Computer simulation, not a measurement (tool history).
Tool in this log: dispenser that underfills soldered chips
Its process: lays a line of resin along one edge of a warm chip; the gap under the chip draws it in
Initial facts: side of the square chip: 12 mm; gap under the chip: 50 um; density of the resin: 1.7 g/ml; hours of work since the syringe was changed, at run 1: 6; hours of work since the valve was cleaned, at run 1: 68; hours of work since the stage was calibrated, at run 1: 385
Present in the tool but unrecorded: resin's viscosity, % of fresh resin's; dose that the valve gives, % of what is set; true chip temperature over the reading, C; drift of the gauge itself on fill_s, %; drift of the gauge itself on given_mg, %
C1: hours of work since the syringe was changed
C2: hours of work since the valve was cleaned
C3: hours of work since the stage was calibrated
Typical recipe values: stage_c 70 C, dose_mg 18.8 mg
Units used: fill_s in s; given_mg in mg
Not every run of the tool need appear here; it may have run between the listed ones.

run 1 hour=0 | stage_c=70 dose_mg=18.8 | C1=6 C2=68 C3=385 | fill_s=95 given_mg=17.82
-- hour=1.2 new syringe of resin
-- hour=13.1 new syringe of resin
run 2 hour=18.3 | stage_c=70 dose_mg=18.8 | C1=3 C2=79 C3=396 | fill_s=73.3 given_mg=17.56
-- hour=23.7 new syringe of resin
run 3 hour=32.1 | stage_c=70 dose_mg=18.8 | C1=5 C2=87 C3=404 | fill_s=86.5 given_mg=17.48
-- hour=34.6 new syringe of resin
-- hour=39.9 stage's temperature calibrated
run 4 hour=40.7 | stage_c=70 dose_mg=18.8 | C1=3 C2=92 C3=0 | fill_s=84 given_mg=17.21
-- hour=46.2 new syringe of resin
run 5 hour=49.7 | stage_c=70 dose_mg=17.4 | C1=2 C2=97 C3=6 | fill_s=80.1 given_mg=15.88
-- hour=57.9 new syringe of resin
run 6 hour=65.4 | stage_c=70 dose_mg=17.4 | C1=5 C2=107 C3=15 | fill_s=99.9 given_mg=15.6
-- hour=69 new syringe of resin
run 7 hour=77.9 | stage_c=70 dose_mg=16.6 | C1=6 C2=114 C3=23 | fill_s=106.7 given_mg=14.84
-- hour=79.8 new syringe of resin
-- hour=87.4 dispensing valve cleaned and set on the balance
run 8 hour=88.5 | stage_c=70 dose_mg=16.6 | C1=5 C2=1 C3=29 | fill_s=99.2 given_mg=16.69
-- hour=92.1 new syringe of resin
run 9 hour=97 | stage_c=70 dose_mg=16.6 | C1=3 C2=6 C3=34 | fill_s=85.5 given_mg=16.45
-- hour=103.6 new syringe of resin
run 10 hour=104.9 | stage_c=74 dose_mg=19.8 | C1=1 C2=10 C3=39 | fill_s=53.7 given_mg=19.48

Run 11 has not been measured yet. What should we expect?
run 11 hour=113.1 | stage_c=68 dose_mg=20.7 | C1=6 C2=16 C3=44 | fill_s=? given_mg=?

fill_s: 115.6 s
given_mg: 20.23 mg
Were there no unlogged condition in the tool, this run, its random variation unchanged, would have produced fill_s 70 s, given_mg 20.56 mg.

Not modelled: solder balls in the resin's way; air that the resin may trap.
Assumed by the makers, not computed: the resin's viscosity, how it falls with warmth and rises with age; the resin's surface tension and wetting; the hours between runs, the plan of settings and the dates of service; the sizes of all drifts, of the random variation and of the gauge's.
